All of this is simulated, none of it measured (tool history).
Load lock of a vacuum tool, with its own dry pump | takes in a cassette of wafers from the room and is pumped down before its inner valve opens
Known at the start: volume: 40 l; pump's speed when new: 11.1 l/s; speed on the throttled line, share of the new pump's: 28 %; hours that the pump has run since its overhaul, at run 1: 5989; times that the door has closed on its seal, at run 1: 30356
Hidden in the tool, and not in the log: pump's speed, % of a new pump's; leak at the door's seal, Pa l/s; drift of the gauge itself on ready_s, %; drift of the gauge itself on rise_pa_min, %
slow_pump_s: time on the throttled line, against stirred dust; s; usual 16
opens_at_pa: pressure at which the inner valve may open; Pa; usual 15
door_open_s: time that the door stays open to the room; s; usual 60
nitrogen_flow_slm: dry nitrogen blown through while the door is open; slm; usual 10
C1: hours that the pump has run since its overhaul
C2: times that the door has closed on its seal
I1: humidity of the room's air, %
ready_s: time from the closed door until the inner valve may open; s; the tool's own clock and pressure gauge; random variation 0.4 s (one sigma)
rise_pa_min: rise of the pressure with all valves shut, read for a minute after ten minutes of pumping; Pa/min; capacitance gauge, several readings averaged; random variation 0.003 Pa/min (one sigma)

{"run": 1, "hour": 0.0, "slow_pump_s": 16, "opens_at_pa": 15, "door_open_s": 60, "nitrogen_flow_slm": 10, "C1": 5989, "C2": 30356, "I1": 47.5, "ready_s": 47.5, "rise_pa_min": 0.31}
{"run": 2, "hour": 531.8, "slow_pump_s": 16, "opens_at_pa": 15, "door_open_s": 60, "nitrogen_flow_slm": 10, "C1": 6520, "C2": 32439, "I1": 45.2, "ready_s": 48.4, "rise_pa_min": 0.338}
{"run": 3, "hour": 948.3, "slow_pump_s": 16, "opens_at_pa": 15, "door_open_s": 60, "nitrogen_flow_slm": 10, "C1": 6937, "C2": 34071, "I1": 43.9, "ready_s": 48.2, "rise_pa_min": 0.363}
{"run": 4, "hour": 1393.0, "slow_pump_s": 16, "opens_at_pa": 15, "door_open_s": 60, "nitrogen_flow_slm": 10, "C1": 7382, "C2": 35813, "I1": 45.3, "ready_s": 48.9, "rise_pa_min": 0.412}
{"run": 5, "hour": 1811.5, "slow_pump_s": 16, "opens_at_pa": 17, "door_open_s": 60, "nitrogen_flow_slm": 10, "C1": 7800, "C2": 37452, "I1": 45.2, "ready_s": 48.1, "rise_pa_min": 0.439}
{"run": 6, "hour": 2199.9, "slow_pump_s": 16, "opens_at_pa": 17, "door_open_s": 60, "nitrogen_flow_slm": 10, "C1": 8188, "C2": 38974, "I1": 44.8, "ready_s": 48.5, "rise_pa_min": 0.464}
{"hour": 2444.0, "done": "door's seal changed, seat wiped"}
{"run": 7, "hour": 2531.6, "slow_pump_s": 16, "opens_at_pa": 17, "door_open_s": 60, "nitrogen_flow_slm": 10, "C1": 8519, "C2": 344, "I1": 43.3, "ready_s": 49.9, "rise_pa_min": 0.028}
{"run": 8, "hour": 3057.1, "slow_pump_s": 16, "opens_at_pa": 15, "door_open_s": 60, "nitrogen_flow_slm": 10, "C1": 9044, "C2": 2402, "I1": 41.6, "ready_s": 51.1, "rise_pa_min": 0.036}
{"run": 9, "hour": 3533.1, "slow_pump_s": 16, "opens_at_pa": 15, "door_open_s": 60, "nitrogen_flow_slm": 10, "C1": 9520, "C2": 4267, "I1": 44.5, "ready_s": 51.1, "rise_pa_min": 0.049}
{"run": 10, "hour": 3896.2, "slow_pump_s": 16, "opens_at_pa": 15, "door_open_s": 60, "nitrogen_flow_slm": 10, "C1": 9883, "C2": 5689, "I1": 45.7, "ready_s": 51.2, "rise_pa_min": 0.059}
{"run": 11, "hour": 4228.8, "slow_pump_s": 16, "opens_at_pa": 15, "door_open_s": 60, "nitrogen_flow_slm": 10, "C1": 10216, "C2": 6992, "I1": 45, "ready_s": 51.5, "rise_pa_min": 0.059}
{"run": 12, "hour": 4510.1, "slow_pump_s": 16, "opens_at_pa": 18, "door_open_s": 60, "nitrogen_flow_slm": 10, "C1": 10497, "C2": 8094, "I1": 46.5, "ready_s": 50.8, "rise_pa_min": 0.071}
{"run": 13, "hour": 5123.3, "slow_pump_s": 16, "opens_at_pa": 18, "door_open_s": 60, "nitrogen_flow_slm": 10, "C1": 11110, "C2": 10496, "I1": 45.5, "ready_s": 51.7, "rise_pa_min": 0.09}
{"run": 14, "hour": 5537.6, "slow_pump_s": 15, "opens_at_pa": 25, "door_open_s": 33, "nitrogen_flow_slm": 5, "C1": 11525, "C2": 12119, "I1": 43.8, "ready_s": 49.1, "rise_pa_min": 0.101}
{"run": 15, "hour": 5977.8, "slow_pump_s": 15, "opens_at_pa": 25, "door_open_s": 39, "nitrogen_flow_slm": 5, "C1": 11965, "C2": 13843, "I1": 47, "ready_s": 49.7, "rise_pa_min": 0.116}
{"hour": 6317.3, "done": "dry pump taken out, an overhauled one fitted"}
{"run": 16, "hour": 6623.4, "slow_pump_s": 15, "opens_at_pa": 25, "door_open_s": 221, "nitrogen_flow_slm": 5, "C1": 306, "C2": 16349, "I1": 47.3, "ready_s": 40.3, "rise_pa_min": 0.184}
{"run": 17, "hour": 6994.1, "slow_pump_s": 15, "opens_at_pa": 25, "door_open_s": 221, "nitrogen_flow_slm": 5, "C1": 677, "C2": 17801, "I1": 45.3, "ready_s": 41, "rise_pa_min": 0.204}
{"run": 18, "hour": 7456.6, "slow_pump_s": 15, "opens_at_pa": 25, "door_open_s": 221, "nitrogen_flow_slm": 5, "C1": 1139, "C2": 19613, "I1": 45.8, "ready_s": 41.5, "rise_pa_min": 0.223}
{"run": 19, "hour": 7845.8, "slow_pump_s": 25, "opens_at_pa": 19, "door_open_s": 60, "nitrogen_flow_slm": 5, "C1": 1528, "C2": 21137, "I1": 44.5, "ready_s": 50, "rise_pa_min": 0.204}
{"run": 20, "hour": 8469.2, "slow_pump_s": 25, "opens_at_pa": 19, "door_open_s": 60, "nitrogen_flow_slm": 5, "C1": 2152, "C2": 23579, "I1": 45.9, "ready_s": 50.5, "rise_pa_min": 0.238}
{"run": 21, "hour": 8943.3, "slow_pump_s": 25, "opens_at_pa": 19, "door_open_s": 60, "nitrogen_flow_slm": 5, "C1": 2626, "C2": 25437, "I1": 41.3, "ready_s": 50.7, "rise_pa_min": 0.262}
{"run": 22, "hour": 9456.4, "slow_pump_s": 25, "opens_at_pa": 19, "door_open_s": 60, "nitrogen_flow_slm": 5, "C1": 3139, "C2": 27447, "I1": 43.1, "ready_s": 50.8, "rise_pa_min": 0.299}
{"run": 23, "hour": 10073.2, "slow_pump_s": 16, "opens_at_pa": 16, "door_open_s": 60, "nitrogen_flow_slm": 20, "C1": 3756, "C2": 29863, "I1": 45.7, "ready_s": 46.3, "rise_pa_min": 0.329}
{"run": 24, "hour": 10623.8, "slow_pump_s": 16, "opens_at_pa": 15, "door_open_s": 55, "nitrogen_flow_slm": 30, "C1": 4306, "C2": 32020, "I1": 45.5, "ready_s": 46.8, "rise_pa_min": 0.36}
{"run": 25, "hour": 11241.6, "slow_pump_s": 14, "opens_at_pa": 15, "door_open_s": 55, "nitrogen_flow_slm": 7, "C1": 4924, "C2": 34440, "I1": 44.7, "ready_s": 45.3, "rise_pa_min": 0.405}
{"run": 26, "hour": 11515.1, "slow_pump_s": 29, "opens_at_pa": 15, "door_open_s": 60, "nitrogen_flow_slm": 10, "C1": 5198, "C2": 35511, "I1": 42.2, "ready_s": 55.6, "rise_pa_min": 0.422}

The same runs without the tool's hidden state, with the same run-to-run variation:
run=1 ready_s=43.1 rise_pa_min=0.033
run=2 ready_s=43.6 rise_pa_min=0.028
run=3 ready_s=43.1 rise_pa_min=0.028
run=4 ready_s=43.4 rise_pa_min=0.031
run=5 ready_s=42.4 rise_pa_min=0.029
run=6 ready_s=42.5 rise_pa_min=0.028
run=7 ready_s=43.5 rise_pa_min=0.027
run=8 ready_s=44.1 rise_pa_min=0.027
run=9 ready_s=43.8 rise_pa_min=0.029
run=10 ready_s=43.6 rise_pa_min=0.031
run=11 ready_s=43.6 rise_pa_min=0.024
run=12 ready_s=42.8 rise_pa_min=0.027
run=13 ready_s=43.1 rise_pa_min=0.028
run=14 ready_s=40.5 rise_pa_min=0.027
run=15 ready_s=40.7 rise_pa_min=0.027
run=16 ready_s=40 rise_pa_min=0.073
run=17 ready_s=40.6 rise_pa_min=0.069
run=18 ready_s=40.8 rise_pa_min=0.069
run=19 ready_s=49.1 rise_pa_min=0.027
run=20 ready_s=49.4 rise_pa_min=0.03
run=21 ready_s=49.3 rise_pa_min=0.028
run=22 ready_s=49.1 rise_pa_min=0.029
run=23 ready_s=44 rise_pa_min=0.023
run=24 ready_s=44.1 rise_pa_min=0.021
run=25 ready_s=42.1 rise_pa_min=0.031
run=26 ready_s=52.8 rise_pa_min=0.024
